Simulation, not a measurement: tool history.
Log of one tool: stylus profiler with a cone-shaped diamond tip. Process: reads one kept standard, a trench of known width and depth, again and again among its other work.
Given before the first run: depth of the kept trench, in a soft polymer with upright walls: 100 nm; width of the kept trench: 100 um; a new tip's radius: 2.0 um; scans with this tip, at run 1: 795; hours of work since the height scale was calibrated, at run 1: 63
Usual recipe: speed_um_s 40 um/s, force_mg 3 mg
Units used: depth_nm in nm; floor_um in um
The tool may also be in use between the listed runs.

| run | hour | speed_um_s | force_mg | scans with this tip | hours of work since the height scale was calibrated | depth_nm | floor_um |
|---|---|---|---|---|---|---|---|
| 1 | 0 | 40 | 3 | 795 | 63 | 100.76 | 98.48 |
| 2 | 17.8 | 46 | 3 | 890 | 70 | 100.7 | 98.37 |
| 3 | 34.8 | 46 | 3 | 981 | 77 | 100.72 | 98.38 |
| 4 | 47.5 | 46 | 3 | 1048 | 83 | 100.69 | 98.41 |
| 5 | 66.8 | 40 | 3 | 1151 | 91 | 100.73 | 98.43 |
| 6 | 86.5 | 40 | 3 | 1256 | 99 | 100.7 | 98.43 |
| 7 | 105.6 | 40 | 3.06 | 1358 | 107 | 100.67 | 98.42 |
| 8 | 124.7 | 40 | 3.06 | 1460 | 115 | 100.7 | 98.43 |
| 9 | 144.9 | 40 | 3.06 | 1568 | 124 | 100.7 | 98.44 |
| 10 | 165.1 | 40 | 3.42 | 1676 | 132 | 100.72 | 98.41 |
| 11 | 181.4 | 40 | 1.33 | 1763 | 139 | 100.4 | 98.31 |
| 12 | 193 | 19 | 3 | 1824 | 144 | 100.7 | 98.51 |
| 13 | 214.2 | 27 | 3 | 1938 | 153 | 100.72 | 98.49 |
| 14 | 228.5 | 27 | 3 | 2014 | 159 | 100.69 | 98.52 |
| 15 | 247 | 27 | 3 | 2113 | 167 | 100.67 | 98.44 |
| 16 | 261 | 27 | 5.74 | 2187 | 173 | 101.11 | 98.47 |
| 17 | 276.7 | 27 | 5.74 | 2271 | 179 | 101.09 | 98.48 |
| 18 | 291.8 | 34 | 3 | 2352 | 186 | 100.7 | 98.39 |
| 19 | 302.3 | 40 | 8.31 | 2407 | 190 | 101.36 | 98.46 |
| 20 | 321.5 | 40 | 8.31 | 2509 | 198 | 101.4 | 98.46 |
| 21 | 339.4 | 20 | 7.98 | 2605 | 206 | 101.3 | 98.53 |
| 22 | 357.6 | 20 | 7.98 | 2702 | 213 | 101.32 | 98.46 |
| 23 | 376.1 | 20 | 5.99 | 2801 | 221 | 101.1 | 98.49 |
| 24 | 391.9 | 20 | 5.99 | 2885 | 228 | 101.16 | 98.48 |
| 25 | 413.4 | 26 | 3 | 3000 | 237 | 100.79 | 98.39 |
| 26 | 431.6 | 124 | 1.7 | 3097 | 244 | 100.54 | 97.6 |
| 27 | 447.1 | 142 | 1.83 | 3179 | 251 | 100.54 | 97.44 |
| 28 | 461.5 | 67 | 5.2 | 3256 | 257 | 101.03 | 98.25 |
| 29 | 481.2 | 67 | 5.2 | 3361 | 265 | 101.04 | 98.29 |
| 30 | 496.7 | 67 | 5.2 | 3444 | 272 | 101.04 | 98.22 |
| 31 | 515 | 67 | 5.2 | 3542 | 279 | 101.13 | 98.19 |
| 32 | 524.7 | 67 | 5.2 | 3593 | 284 | 101.05 | 98.16 |
| 33 | 535.7 | 16 | 5.07 | 3652 | 288 | 101.06 | 98.45 |
| 34 | 544.7 | 92 | 4.74 | 3700 | 292 | 100.94 | 98.09 |
| 35 | 565.8 | 40 | 1.13 | 3813 | 301 | 100.44 | 98.1 |
| 36 | 576.7 | 44 | 1.14 | 3871 | 305 | 100.38 | 98.08 |

How would selected steps in depth_nm from run to run divide? Give the signed amount a tool lacking its hidden state would still show from settings, what came in and random variation, and the signed amount left for the hidden state, including any gauge scatter that is not in both of the compared results.
What the log doesn't record here: radius of the tip, um; height scale over the true one, %; drift of the gauge itself on depth_nm, %; drift of the gauge itself on floor_um, %.
Run 5 -> 6: nothing adjusted, nothing logged. depth_nm -0.03 nm: hidden state +0.01, all else -0.04.
Run 11 -> 12: speed_um_s 40 -> 19, force_mg 1.33 -> 3. depth_nm +0.3 nm: hidden state +0.01, all else +0.29.
Run 15 -> 16: force_mg 3 -> 5.74. depth_nm +0.44 nm: hidden state +0.01, all else +0.43.
Run 18 -> 19: speed_um_s 34 -> 40, force_mg 3 -> 8.31. depth_nm +0.66 nm: hidden state +0.01, all else +0.65.
Run 27 -> 28: speed_um_s 142 -> 67, force_mg 1.83 -> 5.2. depth_nm +0.49 nm: hidden state -0.01, all else +0.5.
Run 34 -> 35: speed_um_s 92 -> 40, force_mg 4.74 -> 1.13. depth_nm -0.5 nm: hidden state -0.01, all else -0.49.
